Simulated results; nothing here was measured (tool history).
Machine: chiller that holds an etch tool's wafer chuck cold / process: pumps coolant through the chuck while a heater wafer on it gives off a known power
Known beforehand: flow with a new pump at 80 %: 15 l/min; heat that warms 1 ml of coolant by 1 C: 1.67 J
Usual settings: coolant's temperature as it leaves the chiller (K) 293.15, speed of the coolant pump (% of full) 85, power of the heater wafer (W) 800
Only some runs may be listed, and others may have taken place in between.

run    hour  coolant's temperature as it leaves the chiller (K)  speed of the coolant pump (% of full)  power of the heater wafer (W)  chuck's temperature once it has settled (K)  how much warmer the coolant comes back (C)
  1     0.0                                              293.15                                     85                            800                                       299.45                                        1.77
  2    81.4                                              293.15                                     85                            800                                       299.55                                        1.78
  3   198.9                                              293.15                                     63                            800                                       301.55                                        2.50
  4   316.7                                              293.15                                     85                            800                                       299.65                                        1.85
  5   400.1                                              293.15                                     85                            800                                       299.65                                        1.81
  6   499.5                                              293.15                                     85                            800                                       299.85                                        1.81
  7   557.5                                              293.15                                     85                            800                                       299.85                                        1.80
  8   629.3                                              293.15                                     85                            800                                       299.65                                        1.83
  9   747.1                                              293.15                                     85                            800                                       299.65                                        1.85
 10   817.3                                              293.15                                     85                            800                                       299.65                                        1.82
 11   867.1                                              293.15                                     63                            800                                       301.95                                        2.54
 12   969.1                                              293.15                                     85                           1132                                       302.55                                        2.63
 13  1024.1                                              293.15                                     85                           1132                                       302.55                                        2.61
 14  1081.4                                              293.15                                     85                            800                                       299.95                                        1.83
 15  1170.9                                              293.15                                     85                            557                                       297.95                                        1.25

Expected results for the next run?
 16  1267.8                                              293.15                                     85                            557                                            ?                                           ?

Run 16 measured chuck's temperature once it has settled (K) 298.15, how much warmer the coolant comes back (C) 1.31.
Without the tool's hidden state the same run would have given chuck's temperature once it has settled (K) 297.35, how much warmer the coolant comes back (C) 1.27.
